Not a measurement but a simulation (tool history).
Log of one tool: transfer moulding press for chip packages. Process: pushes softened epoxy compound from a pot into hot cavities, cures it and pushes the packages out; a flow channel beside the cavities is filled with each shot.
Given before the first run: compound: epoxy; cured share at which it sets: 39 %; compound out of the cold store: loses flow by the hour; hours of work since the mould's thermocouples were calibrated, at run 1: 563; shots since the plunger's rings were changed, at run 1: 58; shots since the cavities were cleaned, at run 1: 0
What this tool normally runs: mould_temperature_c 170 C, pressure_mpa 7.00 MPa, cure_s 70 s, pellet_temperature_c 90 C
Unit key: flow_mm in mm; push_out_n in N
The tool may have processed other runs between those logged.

run    hour  mould_temperature_c  pressure_mpa  cure_s  pellet_temperature_c  hours of work since the mould's thermocouples were calibrated  shots since the plunger's rings were changed  shots since the cavities were cleaned  incoming compound's hours out of the cold store  flow_mm  push_out_n
  1     0.0                  170          7.00      70                    90                                                            563                                            58                                      0                                             12.6      762         834
  2    39.5                  170          7.00      70                    90                                                            593                                           774                                    716                                             17.0      735        1026
       62.4  -- cavities cleaned with cleaning compound and waxed
  3    95.6                  170          7.00      70                    90                                                            634                                          1766                                    602                                             28.9      690        1161
  4   121.9                  170          7.00      70                    90                                                            654                                          2242                                   1078                                             20.0      719        1147
      128.2  -- cavities cleaned with cleaning compound and waxed
  5   159.2                  170          7.00      70                    90                                                            682                                          2893                                    563                                             13.4      718        1024
      172.1  -- cavities cleaned with cleaning compound and waxed, once more
  6   217.7                  170          7.00      70                    90                                                            725                                          3927                                    826                                             33.7      664        1010
      237.0  -- cavities cleaned with cleaning compound and waxed
  7   273.2                  170          7.00      70                    90                                                            766                                          4908                                    658                                             39.1      642         903
      299.4  -- cavities cleaned with cleaning compound and waxed
      319.2  -- plunger's sealing rings changed
  8   330.5                  170          7.00      70                    90                                                            806                                           205                                    518                                             33.4      697         893
      363.7  -- cavities cleaned with cleaning compound and waxed
  9   372.1                  170          7.00      70                    90                                                            837                                           933                                    152                                             15.0      743         850
 10   403.1                  170          7.00      76                    90                                                            860                                          1496                                    715                                             12.4      740         838
      428.0  -- cavities cleaned with cleaning compound and waxed
      440.2  -- mould's thermocouples calibrated
 11   459.5                  170          7.00      76                    90                                                             15                                          2456                                    536                                             21.3      700         826
      492.3  -- cavities cleaned with cleaning compound and waxed
 12   498.6                  170          7.00      70                    85                                                             43                                          3139                                    116                                             40.0      649         786
 13   536.7                  170          7.00      70                    95                                                             72                                          3831                                    808                                             15.5      712        1064
      554.1  -- cavities cleaned with cleaning compound and waxed
 14   568.9                  170          7.00      70                    95                                                             95                                          4387                                    269                                             40.7      627         808
      617.7  -- cavities cleaned with cleaning compound and waxed
 15   622.6                  165          6.23      89                    96                                                            135                                          5336                                     89                                             19.6      653         688
      643.8  -- plunger's sealing rings changed
 16   674.5                  165          8.13      89                    97                                                            173                                           557                                    984                                             34.0      762         837
      684.8  -- cavities cleaned with cleaning compound and waxed
 17   721.5                  177          5.58      56                    96                                                            207                                          1384                                    666                                             29.8      607         992
      747.7  -- cavities cleaned with cleaning compound and waxed
 18   758.6                  177          5.58      56                    96                                                            234                                          2030                                    199                                             43.8      570         859
 19   805.4                  177          5.58      56                    96                                                            270                                          2878                                   1047                                              9.7      645        1145
      810.6  -- cavities cleaned with cleaning compound and waxed
 20   842.2                  177          5.60      63                    96                                                            297                                          3520                                    574                                             42.9      563         708
      876.5  -- cavities cleaned with cleaning compound and waxed
 21   889.2                  171          5.60      88                    96                                                            331                                          4346                                    231                                             39.1      572         521
 22   914.0                  171          5.60      88                    96                                                            350                                          4796                                    681                                              8.9      647         623
      940.3  -- cavities cleaned with cleaning compound and waxed
      965.4  -- plunger's sealing rings changed
 23   967.7                  171          5.60      88                    96                                                            388                                            41                                    451                                             20.0      652         584
 24   992.5                  170          7.00      70                    91                                                            407                                           491                                    901                                             31.7      693         982
     1007.6  -- cavities cleaned with cleaning compound and waxed
 25  1040.6                  177          6.48      83                    91                                                            442                                          1337                                    599                                             40.3      630         539
     1070.2  -- cavities cleaned with cleaning compound and waxed
 26  1082.2                  177          6.48      66                    91                                                            472                                          2064                                    217                                             24.7      666         619

What if the next run were any one of these 4? Each begins from the tool's condition after run 26:
  A  1109.2                  171          5.61      57                    90                                                            493                                          2555                                    708                                              8.6        ?           ?
  B  1109.2                  176          6.48      66                    91                                                            493                                          2555                                    708                                             47.8        ?           ?
  C  1109.2                  177          5.73      66                    84                                                            493                                          2555                                    708                                             22.5        ?           ?
  D  1109.2                  177          8.66      66                    91                                                            493                                          2555                                    708                                             17.5        ?           ?

run  flow_mm  push_out_n
  A      671        1723
  B      601         728
  C      627         753
  D      790         698
Stripped of hidden state, with their random variation kept, the same runs would have yielded:
run  flow_mm  push_out_n
  A      697        1352
  B      624         567
  C      651         590
  D      821         546

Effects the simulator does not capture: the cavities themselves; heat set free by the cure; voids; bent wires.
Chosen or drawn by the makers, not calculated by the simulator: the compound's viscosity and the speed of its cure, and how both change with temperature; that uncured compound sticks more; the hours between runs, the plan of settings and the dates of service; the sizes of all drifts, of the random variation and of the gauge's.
